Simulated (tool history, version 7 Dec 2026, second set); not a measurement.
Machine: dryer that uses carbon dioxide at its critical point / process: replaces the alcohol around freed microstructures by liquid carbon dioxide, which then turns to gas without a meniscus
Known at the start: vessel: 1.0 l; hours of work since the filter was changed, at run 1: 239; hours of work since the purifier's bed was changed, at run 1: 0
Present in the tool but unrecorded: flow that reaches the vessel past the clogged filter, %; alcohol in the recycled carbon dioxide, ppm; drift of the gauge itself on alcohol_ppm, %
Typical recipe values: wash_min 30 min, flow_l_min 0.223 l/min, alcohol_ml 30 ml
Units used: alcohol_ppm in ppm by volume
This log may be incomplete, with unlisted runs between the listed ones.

run	hour	wash_min	flow_l_min	alcohol_ml	hours of work since the filter was changed	hours of work since the purifier's bed was changed	alcohol_ppm
1	0	30	0.223	30	239	0	93
2	20.4	30	0.223	30	250	11	84
3	54.2	30	0.223	30	268	28	114
4	78.6	30	0.223	30	280	41	102
5	106	30	0.223	30	295	56	105
6	128.8	30	0.223	30	307	67	114
7	162.4	41	0.223	30	324	85	47
8	199.8	41	0.223	30	344	105	53
9	218.9	41	0.195	30	354	115	72
10	249.6	41	0.195	30	370	131	80
11	285	41	0.195	30	389	149	89
12	309.8	30	0.223	22	401	162	129
13	340.8	30	0.14	22	418	178	731
14	365	30	0.14	22	430	191	773
# hour 372.9: inlet filter changed
15	384.9	30	0.14	22	6	201	555
16	425.2	30	0.14	22	27	222	578
17	461.4	30	0.14	22	46	241	583
18	502.9	30	0.14	22	68	263	606
19	540.4	30	0.223	103	88	282	328
20	581.1	25	0.223	103	109	304	758
21	604.4	25	0.223	103	121	316	769
22	640.5	30	0.262	30	140	335	140
23	683.7	30	0.262	30	163	357	143
24	705.1	30	0.223	21	174	369	169
25	738.1	30	0.237	73	191	386	255
26	755.9	30	0.237	73	200	395	261
27	784.2	21	0.279	21	215	410	253
28	802.4	21	0.279	34	225	419	317
29	842.6	21	0.247	46	246	441	597
30	883.2	21	0.223	53	267	462	1032
31	907.4	21	0.223	53	280	474	1036
32	936.1	31	0.191	53	295	489	487
33	978.9	21	0.148	53	317	512	3897
34	1014.4	37	0.148	117	336	530	1326
35	1049.1	19	0.328	69	354	549	470
36	1069.6	19	0.328	69	365	559	480
37	1089.6	38	0.223	32	375	570	207
38	1110.8	30	0.188	94	386	581	970

Selected run-to-run steps in alcohol_ppm, each split into two signed amounts: the part the tool would show with no hidden state at all (from settings, incoming material and random variation), and the remainder, which goes to the hidden state together with any gauge scatter not common to the measured and the hidden-state-free results:
Run 32 -> 33: wash_min 31 -> 21, flow_l_min 0.191 -> 0.148. alcohol_ppm +3410 ppm by volume: hidden state +554, all else +2856.
Run 33 -> 34: wash_min 21 -> 37, alcohol_ml 53 -> 117. alcohol_ppm -2571 ppm by volume: hidden state -294, all else -2277.
Run 34 -> 35: wash_min 37 -> 19, flow_l_min 0.148 -> 0.328, alcohol_ml 117 -> 69. alcohol_ppm -856 ppm by volume: hidden state -235, all else -621.
Run 37 -> 38: wash_min 38 -> 30, flow_l_min 0.223 -> 0.188, alcohol_ml 32 -> 94. alcohol_ppm +763 ppm by volume: hidden state +265, all else +498.
